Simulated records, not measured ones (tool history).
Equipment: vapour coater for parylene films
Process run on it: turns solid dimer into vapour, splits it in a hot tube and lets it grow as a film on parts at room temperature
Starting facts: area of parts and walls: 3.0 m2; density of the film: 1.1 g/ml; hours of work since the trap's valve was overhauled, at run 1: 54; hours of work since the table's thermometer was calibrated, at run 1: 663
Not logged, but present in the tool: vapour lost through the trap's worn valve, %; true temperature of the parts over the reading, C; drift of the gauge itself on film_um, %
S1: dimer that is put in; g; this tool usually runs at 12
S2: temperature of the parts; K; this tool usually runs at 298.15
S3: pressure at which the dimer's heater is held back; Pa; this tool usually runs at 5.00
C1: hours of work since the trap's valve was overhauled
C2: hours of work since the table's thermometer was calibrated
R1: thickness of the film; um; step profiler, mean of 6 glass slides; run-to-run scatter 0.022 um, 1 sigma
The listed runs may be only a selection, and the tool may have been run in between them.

Run 1, hour 0.0: usual settings; C1 54; C2 663. Result: R1 2.03 um.
Run 2, hour 17.4: usual settings but S2 295.15 K; C1 65; C2 674. Result: R1 2.28 um.
Run 3, hour 36.9: usual settings but S2 295.15 K; C1 77; C2 687. Result: R1 2.32 um.
Run 4, hour 61.4: usual settings; C1 93; C2 702. Result: R1 1.96 um.
Run 5, hour 84.0: usual settings but S1 10 g; C1 107; C2 717. Result: R1 1.64 um.
Run 6, hour 104.8: usual settings but S1 10 g; C1 121; C2 730. Result: R1 1.66 um.
Run 7, hour 138.3: usual settings but S3 5.70 Pa; C1 142; C2 751. Result: R1 1.94 um.
Run 8, hour 180.3: usual settings but S3 5.70 Pa; C1 169; C2 778. Result: R1 1.89 um.
Run 9, hour 201.8: usual settings but S2 302.15 K; C1 182; C2 792. Result: R1 1.58 um.
Run 10, hour 233.3: usual settings but S2 302.15 K; C1 202; C2 812. Result: R1 1.58 um.
Run 11, hour 261.5: usual settings but S2 302.15 K; C1 220; C2 830. Result: R1 1.57 um.
Run 12, hour 282.1: usual settings but S2 302.15 K; C1 233; C2 843. Result: R1 1.57 um.
Run 13, hour 303.1: usual settings but S2 302.15 K; C1 247; C2 856. Result: R1 1.55 um.
Run 14, hour 327.4: usual settings but S3 5.29 Pa; C1 262; C2 871. Result: R1 1.84 um.
Run 15, hour 369.3: usual settings but S3 5.29 Pa; C1 289; C2 898. Result: R1 1.81 um.
At hour 380.4: trap's valve overhauled.
Run 16, hour 410.1: usual settings but S3 5.29 Pa; C1 19; C2 921. Result: R1 2.00 um.
Run 17, hour 450.8: usual settings but S3 5.29 Pa; C1 45; C2 947. Result: R1 1.97 um.
Run 18, hour 469.6: usual settings but S1 9 g, S2 296.15 K, S3 2.50 Pa; C1 57; C2 959. Result: R1 1.79 um.
Run 19, hour 511.4: usual settings but S1 9 g, S2 297.15 K, S3 10.63 Pa; C1 83; C2 986. Result: R1 1.45 um.
Run 20, hour 529.5: usual settings but S1 9 g, S2 297.15 K, S3 10.63 Pa; C1 95; C2 997. Result: R1 1.40 um.
Run 21, hour 553.3: usual settings but S1 6 g, S2 297.15 K, S3 6.21 Pa; C1 110; C2 1012. Result: R1 1.02 um.
Run 22, hour 594.9: usual settings but S1 14 g, S2 293.15 K, S3 6.41 Pa; C1 136; C2 1039. Result: R1 2.78 um.
Run 23, hour 632.2: usual settings but S1 8 g, S2 301.15 K, S3 6.14 Pa; C1 160; C2 1063. Result: R1 1.07 um.
Run 24, hour 654.2: usual settings but S1 17 g, S3 6.31 Pa; C1 174; C2 1077. Result: R1 2.62 um.
Run 25, hour 685.0: usual settings but S1 7 g, S2 292.15 K, S3 9.70 Pa; C1 194; C2 1096. Result: R1 1.34 um.
Run 26, hour 715.9: usual settings but S1 8 g, S2 292.15 K, S3 9.70 Pa; C1 213; C2 1116. Result: R1 1.56 um.
Run 27, hour 741.7: usual settings but S1 13 g, S2 301.15 K, S3 8.41 Pa; C1 230; C2 1132. Result: R1 1.62 um.
Run 28, hour 768.6: usual settings but S1 13 g, S2 294.15 K, S3 11.82 Pa; C1 247; C2 1149. Result: R1 2.20 um.
Run 29, hour 801.5: usual settings but S2 304.15 K; C1 268; C2 1170. Result: R1 1.38 um.

5 options for the next run, each taken on its own from the tool as it stands now. Forecast them:
At hour 820.1: table's thermometer calibrated.
Run A, hour 830.8: usual settings but S1 16 g, S2 299.15 K; C1 286; C2 7. Result: R1 ?.
At hour 820.1: table's thermometer calibrated.
Run B, hour 830.8: usual settings; C1 286; C2 7. Result: R1 ?.
At hour 820.1: table's thermometer calibrated.
Run C, hour 830.8: usual settings but S1 14 g, S2 304.15 K, S3 9.12 Pa; C1 286; C2 7. Result: R1 ?.
At hour 820.1: table's thermometer calibrated.
Run D, hour 830.8: usual settings but S2 304.15 K, S3 2.14 Pa; C1 286; C2 7. Result: R1 ?.
At hour 820.1: table's thermometer calibrated.
Run E, hour 830.8: usual settings but S1 21 g, S2 294.15 K, S3 7.00 Pa; C1 286; C2 7. Result: R1 ?.

run    R1
  A  2.47
  B  1.90
  C  1.58
  D  1.62
  E  3.97
Take away the tool's hidden state, keep each run's random variation, and the runs would have read:
run    R1
  A  2.74
  B  2.11
  C  1.75
  D  1.79
  E  4.40
